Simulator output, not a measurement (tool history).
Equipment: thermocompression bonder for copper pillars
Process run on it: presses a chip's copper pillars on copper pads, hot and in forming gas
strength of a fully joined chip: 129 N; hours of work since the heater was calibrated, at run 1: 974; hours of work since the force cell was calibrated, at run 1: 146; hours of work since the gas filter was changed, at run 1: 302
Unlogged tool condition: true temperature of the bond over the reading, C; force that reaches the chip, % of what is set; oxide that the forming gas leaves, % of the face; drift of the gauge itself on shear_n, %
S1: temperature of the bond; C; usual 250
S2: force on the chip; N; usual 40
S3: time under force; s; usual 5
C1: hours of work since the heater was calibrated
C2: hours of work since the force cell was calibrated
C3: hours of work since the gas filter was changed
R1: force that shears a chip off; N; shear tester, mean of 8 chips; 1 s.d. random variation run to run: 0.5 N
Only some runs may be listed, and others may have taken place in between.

run   hour   S1  S2  S3    C1   C2   C3     R1
  1      0  250  40   5   974  146  302   76.5
  2   10.8  250  40   5   979  151  307   76.4
  3   30.7  250  40   5   988  161  316   75.9
  4   48.2  250  40   5   996  169  325   75.7
  5   62.5  250  40   5  1003  176  331   74.6
  6   78.2  250  39   5  1011  183  339     74
  7     92  250  28   5  1017  190  345   57.9
  8  112.1  250  24   5  1027  199  355   51.8
  9  128.2  250  32   5  1034  207  363   64.5
 10  137.9  250  40   5  1039  211  367   75.6
 11  155.8  278  40   5  1047  220  376   97.8
 12  168.7  278  40   5  1053  226  382   97.1
 13  180.8  250  40  12  1059  232  387   92.7
 14  195.5  237  40  12  1066  239  394   81.6
 15  204.4  237  40   6  1070  243  399   67.6
 16  212.8  237  40   6  1074  247  403   67.9
     219.3  -- forming gas filter changed
 17  226.2  250  40   5  1080  253    3   82.7
 18  246.5  250  40   5  1090  263   13   83.6
 19  255.9  250  40   5  1094  267   17   82.6
 20  274.5  250  40   5  1103  276   26   82.4
 21    287  250  39   5  1109  282   32   81.3
 22  298.9  250  39   5  1115  287   38     81
 23  317.4  250  32   4  1124  296   46   64.8
 24  333.8  250  40   5  1131  304   54   82.7
 25  350.7  250  40   5  1139  312   62   82.8
 26  359.8  250  40   5  1144  316   66   80.9
 27  369.1  250  40   5  1148  320   71   81.3
 28  387.8  259  27   3  1157  329   80     58
 29  405.7  259  27   3  1165  338   88   58.3
 30  422.5  259  27   3  1173  346   96   58.2
 31  439.3  256  40  10  1181  354  104  101.9
 32  457.2  273  38  14  1190  362  113  115.5
 33  471.2  250  54   8  1196  369  119  105.6
 34  483.2  250  54   8  1202  374  125  107.4
 35  492.5  250  54   8  1206  379  129  106.5
 36  510.8  230  27   8  1215  388  138   53.2
 37  521.4  252  42   7  1220  393  143     93
 38  540.9  252  42   7  1229  402  152     93
 39  557.9  256  33   4  1237  410  160   71.5
 40  574.7  256  33   4  1245  418  168   71.2

Predict each of these 4 candidate next runs independently; none follows another, all start after run 40:
  A  592.8  279  36   5  1254  426  177   ?
  B  592.8  275  55   4  1254  426  177   ?
  C  592.8  250  39  10  1254  426  177   ?
  D  592.8  250  40   4  1254  426  177   ?

run     R1
  A  100.2
  B  109.5
  C   94.1
  D   75.7
Had the tool no hidden state, the same runs would have come out as:
run     R1
  A   98.1
  B  109.3
  C   90.7
  D     71
